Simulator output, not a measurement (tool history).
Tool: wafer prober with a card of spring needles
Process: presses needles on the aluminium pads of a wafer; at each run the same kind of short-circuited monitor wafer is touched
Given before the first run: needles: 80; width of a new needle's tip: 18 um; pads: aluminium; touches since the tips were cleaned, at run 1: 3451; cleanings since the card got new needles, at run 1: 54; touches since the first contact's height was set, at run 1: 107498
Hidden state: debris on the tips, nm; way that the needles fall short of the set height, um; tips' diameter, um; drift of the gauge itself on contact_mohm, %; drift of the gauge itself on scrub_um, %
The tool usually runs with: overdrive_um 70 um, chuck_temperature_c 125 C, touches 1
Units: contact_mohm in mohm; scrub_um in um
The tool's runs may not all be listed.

run	hour	overdrive_um	chuck_temperature_c	touches	touches since the tips were cleaned	cleanings since the card got new needles	touches since the first contact's height was set	contact_mohm	scrub_um
1	0	70	125	1	3451	54	107498	384	15.12
# hour 4.6: tips cleaned on abrasive film
# hour 14.2: height of the first contact set anew
2	15.1	80	125	1	4292	55	348	368	17.53
# hour 18.2: tips cleaned on abrasive film
# hour 31.5: tips cleaned on abrasive film
3	41.3	70	125	1	4156	57	11387	399	15.28
# hour 45.1: tips cleaned on abrasive film
# hour 58.8: tips cleaned on abrasive film
4	68.1	70	117	1	3932	59	22613	395	15.31
# hour 72.1: tips cleaned on abrasive film
# hour 84.5: tips cleaned on abrasive film
5	94.4	71	125	1	4220	61	33694	396	15.45
# hour 97.6: tips cleaned on abrasive film
# hour 109.8: tips cleaned on abrasive film
6	118.5	71	125	1	3689	63	43806	380	15.44
# hour 123.2: tips cleaned on abrasive film
7	132.6	70	125	1	3952	64	49708	394	15.22
# hour 136.4: tips cleaned on abrasive film
# hour 149.9: tips cleaned on abrasive film
8	153.8	70	125	1	1651	66	58597	328	15.2
# hour 163.5: tips cleaned on abrasive film
9	172.9	70	43	1	4012	67	66668	400	15.19
# hour 177: tips cleaned on abrasive film
# hour 189.6: tips cleaned on abrasive film
10	193.5	70	125	1	1632	69	75269	325	15.16
# hour 203.9: tips cleaned on abrasive film
11	206.7	70	125	2	1178	70	80812	278	15.18
# hour 217.3: tips cleaned on abrasive film
12	219.3	70	125	2	828	71	86105	268	15.16
# hour 229.6: tips cleaned on abrasive film
# hour 243.5: tips cleaned on abrasive film
13	245.5	70	69	1	856	73	97115	296	15.15
# hour 256.4: tips cleaned on abrasive film
14	258.9	70	31	1	1062	74	102772	294	15.11
# hour 269.3: tips cleaned on abrasive film
15	281.3	70	125	3	5056	75	112176	305	15.13

Run 16, settings as shown, results not yet in. Your forecast:
# hour 283.8: tips cleaned on abrasive film
# hour 284.1: height of the first contact set anew
# hour 297.2: tips cleaned on abrasive film
16	306.3	53	116	3	3847	77	9380	?	?

{"run 16": {"contact_mohm": 357, "scrub_um": 11.61}}
Without the tool's hidden state the same run would have given contact_mohm 250 mohm, scrub_um 11.62 um.
